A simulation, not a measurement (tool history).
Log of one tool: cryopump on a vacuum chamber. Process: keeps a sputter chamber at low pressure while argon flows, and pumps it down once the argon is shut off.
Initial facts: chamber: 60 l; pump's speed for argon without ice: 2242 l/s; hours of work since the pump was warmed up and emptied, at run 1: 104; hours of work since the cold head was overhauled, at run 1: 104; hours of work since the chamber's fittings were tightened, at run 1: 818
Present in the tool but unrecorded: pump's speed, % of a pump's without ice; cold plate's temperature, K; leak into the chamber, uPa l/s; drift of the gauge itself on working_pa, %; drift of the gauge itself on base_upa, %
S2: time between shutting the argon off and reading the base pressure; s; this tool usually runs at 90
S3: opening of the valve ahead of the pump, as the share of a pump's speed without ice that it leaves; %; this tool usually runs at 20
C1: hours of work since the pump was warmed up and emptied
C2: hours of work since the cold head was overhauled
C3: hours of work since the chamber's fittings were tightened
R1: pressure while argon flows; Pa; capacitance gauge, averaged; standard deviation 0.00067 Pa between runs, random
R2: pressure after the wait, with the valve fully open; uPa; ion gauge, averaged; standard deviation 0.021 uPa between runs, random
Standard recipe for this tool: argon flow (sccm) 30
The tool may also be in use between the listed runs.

{"run": 1, "day": 0.0, "argon flow (sccm)": 30, "S2": 90, "S3": 20, "C1": 104, "C2": 104, "C3": 818, "R1": 0.1135, "R2": 0.71}
{"run": 2, "day": 1.012, "argon flow (sccm)": 30, "S2": 90, "S3": 20, "C1": 115, "C2": 115, "C3": 829, "R1": 0.1131, "R2": 0.69}
{"run": 3, "day": 2.004, "argon flow (sccm)": 30, "S2": 90, "S3": 20, "C1": 127, "C2": 127, "C3": 841, "R1": 0.1126, "R2": 0.71}
{"run": 4, "day": 3.3, "argon flow (sccm)": 30, "S2": 90, "S3": 20, "C1": 142, "C2": 142, "C3": 856, "R1": 0.1148, "R2": 0.74}
{"run": 5, "day": 4.5, "argon flow (sccm)": 30, "S2": 90, "S3": 20, "C1": 156, "C2": 156, "C3": 870, "R1": 0.1135, "R2": 0.75}
{"run": 6, "day": 5.654, "argon flow (sccm)": 30, "S2": 90, "S3": 34, "C1": 169, "C2": 169, "C3": 883, "R1": 0.0676, "R2": 0.81}
{"run": 7, "day": 6.854, "argon flow (sccm)": 30, "S2": 90, "S3": 48, "C1": 183, "C2": 183, "C3": 897, "R1": 0.0483, "R2": 0.79}
{"run": 8, "day": 8.317, "argon flow (sccm)": 30, "S2": 90, "S3": 48, "C1": 200, "C2": 200, "C3": 914, "R1": 0.0481, "R2": 0.73}
{"run": 9, "day": 9.3, "argon flow (sccm)": 16, "S2": 90, "S3": 48, "C1": 211, "C2": 211, "C3": 925, "R1": 0.0257, "R2": 0.77}
{"run": 10, "day": 10.979, "argon flow (sccm)": 16, "S2": 90, "S3": 48, "C1": 231, "C2": 231, "C3": 945, "R1": 0.026, "R2": 0.75}
{"run": 11, "day": 12.6, "argon flow (sccm)": 23, "S2": 90, "S3": 20, "C1": 250, "C2": 250, "C3": 964, "R1": 0.0872, "R2": 0.79}
{"run": 12, "day": 14.308, "argon flow (sccm)": 30, "S2": 90, "S3": 20, "C1": 270, "C2": 270, "C3": 983, "R1": 0.1143, "R2": 0.8}
{"run": 13, "day": 15.204, "argon flow (sccm)": 30, "S2": 90, "S3": 20, "C1": 280, "C2": 280, "C3": 994, "R1": 0.114, "R2": 0.82}
{"run": 14, "day": 16.183, "argon flow (sccm)": 30, "S2": 90, "S3": 20, "C1": 291, "C2": 291, "C3": 1005, "R1": 0.1139, "R2": 0.81}
{"run": 15, "day": 17.088, "argon flow (sccm)": 30, "S2": 96, "S3": 20, "C1": 302, "C2": 302, "C3": 1016, "R1": 0.1157, "R2": 0.82}
{"run": 16, "day": 18.783, "argon flow (sccm)": 36, "S2": 90, "S3": 20, "C1": 321, "C2": 321, "C3": 1035, "R1": 0.1384, "R2": 0.85}
{"run": 17, "day": 19.725, "argon flow (sccm)": 36, "S2": 90, "S3": 20, "C1": 332, "C2": 332, "C3": 1046, "R1": 0.1378, "R2": 0.86}
{"run": 18, "day": 21.429, "argon flow (sccm)": 36, "S2": 70, "S3": 50, "C1": 352, "C2": 352, "C3": 1066, "R1": 0.0571, "R2": 0.92}
{"run": 19, "day": 22.25, "argon flow (sccm)": 14, "S2": 39, "S3": 32, "C1": 362, "C2": 362, "C3": 1075, "R1": 0.0336, "R2": 1.22}
{"run": 20, "day": 23.258, "argon flow (sccm)": 18, "S2": 159, "S3": 28, "C1": 373, "C2": 373, "C3": 1087, "R1": 0.0491, "R2": 0.75}
{"run": 21, "day": 24.933, "argon flow (sccm)": 23, "S2": 90, "S3": 20, "C1": 393, "C2": 393, "C3": 1107, "R1": 0.0888, "R2": 0.87}
{"run": 22, "day": 26.396, "argon flow (sccm)": 23, "S2": 90, "S3": 20, "C1": 410, "C2": 410, "C3": 1124, "R1": 0.0887, "R2": 0.87}
{"run": 23, "day": 27.496, "argon flow (sccm)": 55, "S2": 90, "S3": 20, "C1": 422, "C2": 422, "C3": 1136, "R1": 0.2138, "R2": 0.89}
{"run": 24, "day": 28.912, "argon flow (sccm)": 57, "S2": 70, "S3": 33, "C1": 439, "C2": 439, "C3": 1153, "R1": 0.1364, "R2": 0.99}
{"run": 25, "day": 29.888, "argon flow (sccm)": 21, "S2": 37, "S3": 52, "C1": 450, "C2": 450, "C3": 1164, "R1": 0.0323, "R2": 1.31}
{"run": 26, "day": 30.867, "argon flow (sccm)": 21, "S2": 37, "S3": 52, "C1": 461, "C2": 461, "C3": 1175, "R1": 0.0325, "R2": 1.27}
{"run": 27, "day": 32.179, "argon flow (sccm)": 19, "S2": 190, "S3": 36, "C1": 477, "C2": 477, "C3": 1191, "R1": 0.0422, "R2": 0.77}
{"run": 28, "day": 33.883, "argon flow (sccm)": 19, "S2": 190, "S3": 36, "C1": 496, "C2": 496, "C3": 1210, "R1": 0.0417, "R2": 0.77}
{"run": 29, "day": 35.125, "argon flow (sccm)": 23, "S2": 25, "S3": 48, "C1": 511, "C2": 511, "C3": 1225, "R1": 0.0396, "R2": 1.63}
{"run": 30, "day": 36.496, "argon flow (sccm)": 39, "S2": 53, "S3": 46, "C1": 527, "C2": 527, "C3": 1241, "R1": 0.0696, "R2": 1.1}
{"run": 31, "day": 37.825, "argon flow (sccm)": 39, "S2": 53, "S3": 46, "C1": 542, "C2": 542, "C3": 1256, "R1": 0.0683, "R2": 1.15}
{"run": 32, "day": 39.688, "argon flow (sccm)": 28, "S2": 254, "S3": 30, "C1": 564, "C2": 564, "C3": 1278, "R1": 0.0746, "R2": 0.8}
{"run": 33, "day": 41.296, "argon flow (sccm)": 29, "S2": 63, "S3": 19, "C1": 582, "C2": 582, "C3": 1296, "R1": 0.1187, "R2": 1.06}
{"run": 34, "day": 42.512, "argon flow (sccm)": 29, "S2": 63, "S3": 19, "C1": 596, "C2": 596, "C3": 1310, "R1": 0.1194, "R2": 1.12}

For some of the steps in R1 from one run to the next: how much would appear even if the tool had no hidden state, given the settings, what came in and random variation, and how much remains for the hidden state plus any gauge scatter that the measured result and the result without hidden state don't share?
Run 17 -> 18: S2 90 -> 70, S3 20 -> 50. R1 -0.0807 Pa: hidden state +0.0003, all else -0.0810.
Run 22 -> 23: argon flow (sccm) 23 -> 55. R1 +0.1251 Pa: hidden state +0.0031, all else +0.1220.
Run 24 -> 25: argon flow (sccm) 57 -> 21, S2 70 -> 37, S3 33 -> 52. R1 -0.1041 Pa: hidden state -0.0035, all else -0.1006.
Run 29 -> 30: argon flow (sccm) 23 -> 39, S2 25 -> 53, S3 48 -> 46. R1 +0.0300 Pa: hidden state +0.0020, all else +0.0280.
